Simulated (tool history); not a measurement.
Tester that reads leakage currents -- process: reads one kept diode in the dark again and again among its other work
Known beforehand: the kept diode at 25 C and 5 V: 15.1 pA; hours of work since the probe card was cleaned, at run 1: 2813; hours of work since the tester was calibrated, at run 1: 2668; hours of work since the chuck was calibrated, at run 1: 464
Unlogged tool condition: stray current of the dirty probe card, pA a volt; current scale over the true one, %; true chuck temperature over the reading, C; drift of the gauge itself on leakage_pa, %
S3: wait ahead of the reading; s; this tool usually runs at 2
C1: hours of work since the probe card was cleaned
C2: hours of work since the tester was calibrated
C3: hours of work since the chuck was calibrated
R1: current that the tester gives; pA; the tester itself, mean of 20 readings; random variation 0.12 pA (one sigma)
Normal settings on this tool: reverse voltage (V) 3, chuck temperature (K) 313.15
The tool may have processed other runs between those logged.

Run 1, hour 0: usual settings; C1 2813; C2 2668; C3 464. Result: R1 41 pA.
At hour 94.1: probe card cleaned and baked.
Run 2, hour 99: usual settings; C1 3; C2 2718; C3 514. Result: R1 38.77 pA.
Run 3, hour 185.3: usual settings but S3 1.16 s; C1 48; C2 2763; C3 559. Result: R1 38.76 pA.
Run 4, hour 344: usual settings but chuck temperature (K) 296.15, S3 1.16 s; C1 131; C2 2846; C3 642. Result: R1 11.69 pA.
At hour 359: chuck's temperature calibrated.
Run 5, hour 448.6: usual settings but chuck temperature (K) 296.15, S3 1.16 s; C1 185; C2 2900; C3 47. Result: R1 11.96 pA.
Run 6, hour 600.2: usual settings; C1 264; C2 2979; C3 126. Result: R1 40 pA.
At hour 711.1: tester calibrated.
Run 7, hour 773.9: usual settings; C1 354; C2 33; C3 216. Result: R1 39.26 pA.
At hour 814.3: chuck's temperature calibrated, once more.
Run 8, hour 891.4: usual settings but reverse voltage (V) 2.75, chuck temperature (K) 321.15; C1 415; C2 93; C3 40. Result: R1 60.85 pA.
Run 9, hour 1056: usual settings but reverse voltage (V) 1.62, S3 0.81 s; C1 501; C2 180; C3 127. Result: R1 28.58 pA.
Run 10, hour 1130.7: usual settings but reverse voltage (V) 2.25, chuck temperature (K) 310.15, S3 0.57 s; C1 540; C2 219; C3 166. Result: R1 27.14 pA.
Run 11, hour 1242.4: usual settings but reverse voltage (V) 2.25, chuck temperature (K) 310.15, S3 0.57 s; C1 598; C2 277; C3 224. Result: R1 27.08 pA.

Predict each of these 3 candidate next runs independently; none follows another, all start after run 11:
Run A, hour 1368.8: usual settings but S3 0.52 s; C1 665; C2 344; C3 290. Result: R1 ?.
Run B, hour 1368.8: usual settings but reverse voltage (V) 2.25, chuck temperature (K) 310.15, S3 2.09 s; C1 665; C2 344; C3 290. Result: R1 ?.
Run C, hour 1368.8: usual settings but reverse voltage (V) 13.44; C1 665; C2 344; C3 290. Result: R1 ?.

run     R1
  A  38.68
  B  27.08
  C  76.12
Without the tool's unlogged condition, the same runs would have read:
run     R1
  A  36.98
  B  25.84
  C  71.21
